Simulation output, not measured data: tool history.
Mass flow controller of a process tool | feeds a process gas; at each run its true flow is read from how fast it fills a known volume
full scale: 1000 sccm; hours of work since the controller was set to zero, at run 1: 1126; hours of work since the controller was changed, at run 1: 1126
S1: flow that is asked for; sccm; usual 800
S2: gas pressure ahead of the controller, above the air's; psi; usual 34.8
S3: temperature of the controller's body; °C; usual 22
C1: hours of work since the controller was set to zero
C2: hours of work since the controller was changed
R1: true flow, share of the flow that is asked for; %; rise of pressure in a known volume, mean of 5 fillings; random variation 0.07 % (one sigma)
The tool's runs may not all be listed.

{"run": 1, "hour": 0.0, "S1": 800, "S2": 34.8, "S3": 22, "C1": 1126, "C2": 1126, "R1": 98.96}
{"run": 2, "hour": 70.2, "S1": 800, "S2": 34.8, "S3": 22, "C1": 1178, "C2": 1178, "R1": 98.89}
{"run": 3, "hour": 115.4, "S1": 800, "S2": 34.8, "S3": 22, "C1": 1211, "C2": 1211, "R1": 98.79}
{"run": 4, "hour": 201.8, "S1": 800, "S2": 34.8, "S3": 22, "C1": 1275, "C2": 1275, "R1": 98.79}
{"run": 5, "hour": 291.4, "S1": 800, "S2": 34.8, "S3": 22, "C1": 1342, "C2": 1342, "R1": 98.59}
{"run": 6, "hour": 354.0, "S1": 389, "S2": 34.8, "S3": 22, "C1": 1388, "C2": 1388, "R1": 97.25}
{"run": 7, "hour": 446.8, "S1": 389, "S2": 34.8, "S3": 22, "C1": 1457, "C2": 1457, "R1": 97.02}
{"run": 8, "hour": 488.7, "S1": 389, "S2": 34.8, "S3": 22, "C1": 1488, "C2": 1488, "R1": 97.04}
{"run": 9, "hour": 575.7, "S1": 367, "S2": 39, "S3": 36, "C1": 1553, "C2": 1553, "R1": 97.95}
{"run": 10, "hour": 619.9, "S1": 586, "S2": 27.7, "S3": 36, "C1": 1586, "C2": 1586, "R1": 98.93}
{"run": 11, "hour": 678.0, "S1": 113, "S2": 26, "S3": 28, "C1": 1629, "C2": 1629, "R1": 96.72}
{"run": 12, "hour": 764.5, "S1": 113, "S2": 26, "S3": 28, "C1": 1693, "C2": 1693, "R1": 96.65}

Measured less the same run without the tool's hidden state. The same run-to-run variation is in both; the gauge's scatter may not be:
The hidden state here: flow at rest that the sensor doesn't see, % of full scale; true flow over the shown one, %; drift of the gauge itself on true_pct, %.
run=1 R1=+0
run=2 R1=-0.08
run=3 R1=-0.12
run=4 R1=-0.21
run=5 R1=-0.3
run=6 R1=-0.36
run=7 R1=-0.45
run=8 R1=-0.5
run=9 R1=-0.6
run=10 R1=-0.64
run=11 R1=-0.71
run=12 R1=-0.8

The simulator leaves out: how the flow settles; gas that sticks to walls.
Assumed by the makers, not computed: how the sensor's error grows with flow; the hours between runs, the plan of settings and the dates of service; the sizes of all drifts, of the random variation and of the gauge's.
